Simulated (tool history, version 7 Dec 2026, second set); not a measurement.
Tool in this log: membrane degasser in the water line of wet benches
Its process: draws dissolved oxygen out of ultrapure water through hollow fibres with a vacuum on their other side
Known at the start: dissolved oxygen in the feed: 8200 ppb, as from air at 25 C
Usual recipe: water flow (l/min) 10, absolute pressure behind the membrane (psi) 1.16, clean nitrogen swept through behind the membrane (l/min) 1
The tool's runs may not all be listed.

run	hour	water flow (l/min)	absolute pressure behind the membrane (psi)	clean nitrogen swept through behind the membrane (l/min)	dissolved oxygen in the water behind the degasser (ppb)	pressure that the water loses in the fibres (psi)
1	0	10	1.16	1	212.4	9.915
2	29	10	1.16	1	211.5	9.941
3	57.2	10	1.16	1	210	9.889
4	91.7	10	1.16	1	215.9	9.863
5	113.4	10	1.16	1	210.1	9.896
6	154	10	1.16	1	212.9	9.908
7	197.2	10	1.16	1	211.4	9.894
8	243.9	10	1.16	1	212.8	9.921
9	269.3	10	1.16	1	212.1	9.87
10	314.5	10	2.656	1	453.8	9.913
11	342.7	10	2.355	1	402.9	9.886
12	366.6	10	2.355	0.53	629.2	9.778
13	387.7	10	1.16	1	211.1	9.852
14	406.8	10	1.16	1	213.3	9.857
15	440.8	10	1.16	1	212	9.894
16	481	10	1.16	1	208.1	9.896
17	517	10	0.73	1	142.7	9.835
18	557.2	10	2.318	1	395.8	9.935
19	602.4	7	1.16	1.24	94.5	6.908
20	637.1	7	1.16	1.29	92.2	6.912
21	665.1	13	1.16	0.65	441	12.846
22	688.5	13	1.16	0.65	438.5	12.813
23	712.9	11	1.16	1.12	251.6	10.901
24	742.7	11	1.16	1.12	244.2	10.866

Expected results for the next run?
25	783.8	7	1.102	0.46	?	?

dissolved oxygen in the water behind the degasser (ppb): 190.1
pressure that the water loses in the fibres (psi): 6.989
Without the tool's hidden state the same run would have given dissolved oxygen in the water behind the degasser (ppb) 168.6, pressure that the water loses in the fibres (psi) 6.937.
